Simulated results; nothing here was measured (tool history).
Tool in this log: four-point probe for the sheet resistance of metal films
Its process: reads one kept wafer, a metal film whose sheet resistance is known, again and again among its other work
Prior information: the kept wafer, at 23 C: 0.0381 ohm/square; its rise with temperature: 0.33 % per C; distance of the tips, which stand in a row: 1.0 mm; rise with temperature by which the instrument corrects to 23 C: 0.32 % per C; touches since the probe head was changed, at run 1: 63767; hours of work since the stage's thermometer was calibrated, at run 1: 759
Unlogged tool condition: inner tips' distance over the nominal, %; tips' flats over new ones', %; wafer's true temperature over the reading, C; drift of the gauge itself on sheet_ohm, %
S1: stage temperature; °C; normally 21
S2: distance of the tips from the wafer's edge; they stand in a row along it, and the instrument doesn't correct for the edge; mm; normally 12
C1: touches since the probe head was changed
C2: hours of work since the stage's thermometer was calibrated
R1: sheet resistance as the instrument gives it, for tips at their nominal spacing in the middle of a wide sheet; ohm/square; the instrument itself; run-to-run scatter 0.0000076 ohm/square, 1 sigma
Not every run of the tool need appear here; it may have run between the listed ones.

Run 1, hour 0: usual settings; C1 63767; C2 759. Result: R1 0.038091 ohm/square.
Run 2, hour 34: usual settings but S2 5 mm; C1 64946; C2 777. Result: R1 0.038757 ohm/square.
Run 3, hour 98: usual settings but S2 5 mm; C1 67169; C2 811. Result: R1 0.038763 ohm/square.
Run 4, hour 158.9: usual settings but S2 5 mm; C1 69280; C2 844. Result: R1 0.038756 ohm/square.
Run 5, hour 227.4: usual settings but S2 10 mm; C1 71659; C2 880. Result: R1 0.038136 ohm/square.
Run 6, hour 281: usual settings; C1 73517; C2 908. Result: R1 0.038076 ohm/square.
Run 7, hour 348.8: usual settings; C1 75870; C2 944. Result: R1 0.038066 ohm/square.
Run 8, hour 379.4: usual settings; C1 76934; C2 961. Result: R1 0.038064 ohm/square.
Run 9, hour 410.6: usual settings; C1 78016; C2 977. Result: R1 0.038053 ohm/square.
Run 10, hour 456.2: usual settings; C1 79599; C2 1001. Result: R1 0.03804 ohm/square.
Run 11, hour 520: usual settings; C1 81812; C2 1035. Result: R1 0.038042 ohm/square.
Run 12, hour 586.8: usual settings; C1 84130; C2 1071. Result: R1 0.038028 ohm/square.
Run 13, hour 638.4: usual settings; C1 85920; C2 1098. Result: R1 0.038013 ohm/square.
At hour 642: stage's thermometer calibrated.
Run 14, hour 686.6: usual settings but S1 22 °C; C1 87576; C2 24. Result: R1 0.038017 ohm/square.
Run 15, hour 738.1: usual settings but S1 22 °C; C1 89364; C2 51. Result: R1 0.03799 ohm/square.
Run 16, hour 804: usual settings; C1 91650; C2 86. Result: R1 0.037999 ohm/square.
Run 17, hour 840.3: usual settings; C1 92911; C2 105. Result: R1 0.03799 ohm/square.
Run 18, hour 869.7: usual settings; C1 93932; C2 121. Result: R1 0.037982 ohm/square.
Run 19, hour 921.4: usual settings; C1 95726; C2 148. Result: R1 0.037971 ohm/square.
Run 20, hour 984.6: usual settings; C1 97918; C2 182. Result: R1 0.037976 ohm/square.
Run 21, hour 1032: usual settings; C1 99563; C2 207. Result: R1 0.037972 ohm/square.
At hour 1060.5: stage's thermometer calibrated, once more.
Run 22, hour 1100.9: usual settings; C1 101936; C2 21. Result: R1 0.038027 ohm/square.
Run 23, hour 1161.6: usual settings; C1 104044; C2 54. Result: R1 0.038023 ohm/square.
Run 24, hour 1200.9: usual settings but S1 31 °C, S2 18 mm; C1 105406; C2 74. Result: R1 0.037952 ohm/square.
Run 25, hour 1236.5: usual settings but S1 26 °C, S2 46 mm; C1 106643; C2 93. Result: R1 0.037886 ohm/square.
Run 26, hour 1272.3: usual settings but S1 19 °C, S2 4 mm; C1 107885; C2 112. Result: R1 0.039086 ohm/square.
Run 27, hour 1332.5: usual settings but S1 20 °C, S2 11 mm; C1 109974; C2 144. Result: R1 0.038013 ohm/square.
Run 28, hour 1363: usual settings but S1 35 °C, S2 20 mm; C1 111033; C2 160. Result: R1 0.037916 ohm/square.
Run 29, hour 1424.3: usual settings but S2 58 mm; C1 113158; C2 193. Result: R1 0.037854 ohm/square.
Run 30, hour 1486.4: usual settings but S1 33 °C, S2 9 mm; C1 115314; C2 226. Result: R1 0.038112 ohm/square.
Run 31, hour 1531.8: usual settings but S1 22 °C, S2 34 mm; C1 116891; C2 250. Result: R1 0.037856 ohm/square.
Run 32, hour 1586.4: usual settings but S1 24 °C, S2 14 mm; C1 118784; C2 279. Result: R1 0.037938 ohm/square.
Run 33, hour 1654: usual settings but S1 24 °C, S2 14 mm; C1 121131; C2 315. Result: R1 0.037948 ohm/square.
Run 34, hour 1723.8: usual settings but S1 23 °C; C1 123552; C2 352. Result: R1 0.037957 ohm/square.
Run 35, hour 1780.6: usual settings but S1 23 °C; C1 125524; C2 382. Result: R1 0.037941 ohm/square.
Run 36, hour 1849.4: usual settings but S1 23 °C; C1 127911; C2 418. Result: R1 0.037933 ohm/square.
Run 37, hour 1896.5: usual settings but S1 22 °C, S2 13 mm; C1 129547; C2 443. Result: R1 0.03791 ohm/square.
Run 38, hour 1962.7: usual settings but S1 22 °C, S2 13 mm; C1 131842; C2 478. Result: R1 0.037898 ohm/square.
Run 39, hour 2001.7: usual settings but S1 22 °C, S2 13 mm; C1 133196; C2 499. Result: R1 0.0379 ohm/square.
Run 40, hour 2035.2: usual settings but S1 22 °C, S2 13 mm; C1 134359; C2 517. Result: R1 0.037881 ohm/square.
Run 41, hour 2105.7: usual settings but S1 30 °C, S2 19 mm; C1 136808; C2 554. Result: R1 0.03782 ohm/square.
Run 42, hour 2164.6: usual settings but S1 22 °C, S2 19 mm; C1 138850; C2 585. Result: R1 0.037815 ohm/square.
Run 43, hour 2200.5: usual settings but S1 24 °C, S2 5 mm; C1 140095; C2 604. Result: R1 0.038539 ohm/square.

What will run 44 give?
Run 44, hour 2246.2: usual settings but S1 20 °C, S2 6 mm; C1 141682; C2 629. Result: R1 ?.

{"run 44": {"R1": 0.038274}}
Had the tool carried no hidden state, the very same run would have given R1 0.038641 ohm/square.
